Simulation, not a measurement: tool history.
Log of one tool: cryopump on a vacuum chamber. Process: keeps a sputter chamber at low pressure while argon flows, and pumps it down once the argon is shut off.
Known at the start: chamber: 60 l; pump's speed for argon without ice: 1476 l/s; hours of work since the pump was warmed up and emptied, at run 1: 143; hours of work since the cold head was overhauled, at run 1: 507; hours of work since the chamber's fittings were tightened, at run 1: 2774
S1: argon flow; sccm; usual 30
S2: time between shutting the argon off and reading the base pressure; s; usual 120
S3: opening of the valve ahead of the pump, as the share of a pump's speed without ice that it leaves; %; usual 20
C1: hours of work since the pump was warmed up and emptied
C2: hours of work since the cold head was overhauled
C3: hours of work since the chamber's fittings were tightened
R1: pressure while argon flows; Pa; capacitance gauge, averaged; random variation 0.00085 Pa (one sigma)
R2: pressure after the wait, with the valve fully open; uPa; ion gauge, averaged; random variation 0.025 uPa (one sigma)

| run | hour | S1 | S2 | S3 | C1 | C2 | C3 | R1 | R2 |
|---|---|---|---|---|---|---|---|---|---|
| 1 | 0 | 30 | 120 | 20 | 143 | 507 | 2774 | 0.1771 | 2.32 |
| 2 | 18.3 | 30 | 120 | 20 | 158 | 522 | 2789 | 0.1795 | 2.3 |
| 3 | 38.1 | 14 | 120 | 20 | 175 | 539 | 2806 | 0.0845 | 2.41 |
| 4 | 52.7 | 30 | 120 | 20 | 187 | 551 | 2818 | 0.1805 | 2.43 |
| 5 | 69.2 | 30 | 120 | 20 | 201 | 565 | 2832 | 0.1812 | 2.42 |
| 6 | 88.3 | 30 | 120 | 20 | 216 | 581 | 2847 | 0.1823 | 2.48 |
| 7 | 108.4 | 30 | 120 | 20 | 233 | 598 | 2864 | 0.1843 | 2.49 |
| 8 | 132.5 | 59 | 120 | 20 | 253 | 618 | 2884 | 0.3628 | 2.59 |
| 9 | 153.5 | 59 | 120 | 20 | 271 | 635 | 2902 | 0.3633 | 2.71 |
| 10 | 167.8 | 59 | 120 | 20 | 283 | 647 | 2914 | 0.3657 | 2.66 |
| 11 | 182.8 | 51 | 47 | 22 | 295 | 660 | 2926 | 0.2891 | 3.92 |
| 12 | 202 | 30 | 36 | 21 | 311 | 675 | 2942 | 0.1795 | 4.48 |
| 13 | 225.7 | 59 | 36 | 19 | 331 | 695 | 2962 | 0.3898 | 4.61 |
| 14 | 250 | 30 | 22 | 20 | 351 | 715 | 2982 | 0.1897 | 6.45 |
|  | 264.5 | pump warmed up, emptied and cooled again |
| 15 | 273.2 | 30 | 22 | 20 | 7 | 731 | 2997 | 0.175 | 5.55 |
| 16 | 299.8 | 47 | 120 | 20 | 29 | 753 | 3019 | 0.2724 | 2.18 |
| 17 | 322.9 | 27 | 88 | 33 | 49 | 772 | 3039 | 0.0963 | 2.5 |
| 18 | 347.5 | 30 | 120 | 44 | 69 | 792 | 3059 | 0.0812 | 2.39 |
| 19 | 359.4 | 43 | 37 | 17 | 79 | 802 | 3069 | 0.2925 | 3.98 |

Forecast each of these 3 alternatives for the next run:
| A | 375.7 | 30 | 89 | 20 | 93 | 816 | 3083 | ? | ? |
| B | 375.7 | 51 | 25 | 33 | 93 | 816 | 3083 | ? | ? |
| C | 375.7 | 20 | 35 | 56 | 93 | 816 | 3083 | ? | ? |

| run | R1 | R2 |
|---|---|---|
| A | 0.1762 | 2.69 |
| B | 0.182 | 5.26 |
| C | 0.0443 | 4.25 |
Without the tool's hidden state the same runs would have given:
| run | R1 | R2 |
|---|---|---|
| A | 0.1725 | 1.3 |
| B | 0.1757 | 3.89 |
| C | 0.0418 | 2.87 |

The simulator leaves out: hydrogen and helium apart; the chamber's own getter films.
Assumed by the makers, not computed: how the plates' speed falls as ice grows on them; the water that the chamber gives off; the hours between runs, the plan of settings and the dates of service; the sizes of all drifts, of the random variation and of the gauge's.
